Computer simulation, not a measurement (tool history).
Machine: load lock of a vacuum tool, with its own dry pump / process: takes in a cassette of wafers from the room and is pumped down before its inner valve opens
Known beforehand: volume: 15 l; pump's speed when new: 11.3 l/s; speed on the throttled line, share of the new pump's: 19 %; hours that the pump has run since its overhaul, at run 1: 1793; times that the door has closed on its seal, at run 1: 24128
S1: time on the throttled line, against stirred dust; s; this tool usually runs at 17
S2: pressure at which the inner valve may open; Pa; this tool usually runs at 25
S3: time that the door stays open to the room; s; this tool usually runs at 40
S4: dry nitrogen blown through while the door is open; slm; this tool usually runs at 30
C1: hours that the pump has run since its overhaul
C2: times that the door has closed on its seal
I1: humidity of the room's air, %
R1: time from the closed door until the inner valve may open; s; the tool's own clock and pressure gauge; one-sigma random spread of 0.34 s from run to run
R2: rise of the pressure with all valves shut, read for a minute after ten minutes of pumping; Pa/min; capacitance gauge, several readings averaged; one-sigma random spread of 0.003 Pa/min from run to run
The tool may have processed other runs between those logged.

Run 1, hour 0: usual settings; C1 1793; C2 24128; I1 42.3. Result: R1 25.5 s, R2 0.381 Pa/min.
Run 2, hour 46.2: usual settings; C1 1840; C2 24326; I1 50.3. Result: R1 25.3 s, R2 0.391 Pa/min.
Run 3, hour 129: usual settings; C1 1922; C2 24681; I1 44.7. Result: R1 25.2 s, R2 0.397 Pa/min.
Run 4, hour 184.3: usual settings; C1 1978; C2 24919; I1 43.6. Result: R1 25.6 s, R2 0.401 Pa/min.
Run 5, hour 240.8: usual settings; C1 2034; C2 25162; I1 42.8. Result: R1 25.7 s, R2 0.4 Pa/min.
Run 6, hour 320.2: usual settings; C1 2114; C2 25502; I1 45.3. Result: R1 26.2 s, R2 0.41 Pa/min.
Run 7, hour 385.1: usual settings; C1 2178; C2 25781; I1 47.1. Result: R1 25.5 s, R2 0.412 Pa/min.
Run 8, hour 430.4: usual settings; C1 2224; C2 25975; I1 44.1. Result: R1 25.7 s, R2 0.426 Pa/min.
Run 9, hour 524.8: usual settings but S1 23 s; C1 2318; C2 26380; I1 43.1. Result: R1 30.2 s, R2 0.432 Pa/min.
Run 10, hour 604.6: usual settings but S1 23 s; C1 2398; C2 26723; I1 44.7. Result: R1 30.2 s, R2 0.448 Pa/min.
Run 11, hour 694.5: usual settings but S1 23 s; C1 2488; C2 27109; I1 45.3. Result: R1 29.9 s, R2 0.458 Pa/min.
Run 12, hour 784.9: usual settings but S1 23 s, S2 20 Pa, S3 42 s, S4 25 slm; C1 2578; C2 27497; I1 44.7. Result: R1 30.4 s, R2 0.468 Pa/min.
Run 13, hour 853.3: usual settings but S1 20 s, S2 24 Pa, S3 88 s; C1 2647; C2 27790; I1 43.1. Result: R1 27.9 s, R2 0.497 Pa/min.
Run 14, hour 897.2: usual settings but S3 50 s; C1 2691; C2 27979; I1 47.3. Result: R1 25.4 s, R2 0.484 Pa/min.
Run 15, hour 986.5: usual settings but S3 50 s; C1 2780; C2 28362; I1 44.4. Result: R1 25.6 s, R2 0.492 Pa/min.
Run 16, hour 1027.6: usual settings but S1 11 s, S2 26 Pa, S3 124 s, S4 43 slm; C1 2821; C2 28538; I1 44.9. Result: R1 21.1 s, R2 0.525 Pa/min.
Run 17, hour 1076.2: usual settings but S1 16 s, S2 49 Pa, S3 122 s, S4 10 slm; C1 2870; C2 28747; I1 45.8. Result: R1 23.7 s, R2 0.602 Pa/min.
Run 18, hour 1144.7: usual settings but S1 13 s, S2 49 Pa, S3 122 s, S4 24 slm; C1 2938; C2 29041; I1 45.6. Result: R1 21.8 s, R2 0.572 Pa/min.
Run 19, hour 1192.4: usual settings but S1 13 s, S2 49 Pa, S3 122 s, S4 24 slm; C1 2986; C2 29246; I1 43.8. Result: R1 21.9 s, R2 0.574 Pa/min.
Run 20, hour 1261.8: usual settings but S1 13 s, S2 27 Pa, S3 122 s, S4 24 slm; C1 3055; C2 29544; I1 44.2. Result: R1 22.7 s, R2 0.579 Pa/min.

For some of the steps in R1 from one run to the next: how much would appear even if the tool had no hidden state, given the settings, what came in and random variation, and how much remains for the hidden state plus any gauge scatter that the measured result and the result without hidden state don't share?
Hidden state present: pump's speed, % of a new pump's; leak at the door's seal, Pa l/s; drift of the gauge itself on ready_s, %; drift of the gauge itself on rise_pa_min, %.
Run 8 -> 9: S1 17 -> 23. R1 +4.5 s: hidden state -0.1, all else +4.6.
Run 15 -> 16: S1 17 -> 11, S2 25 -> 26, S3 50 -> 124, S4 30 -> 43. R1 -4.5 s: hidden state +0.2, all else -4.7.
Run 16 -> 17: S1 11 -> 16, S2 26 -> 49, S3 124 -> 122, S4 43 -> 10. R1 +2.6 s: hidden state -0.2, all else +2.8.
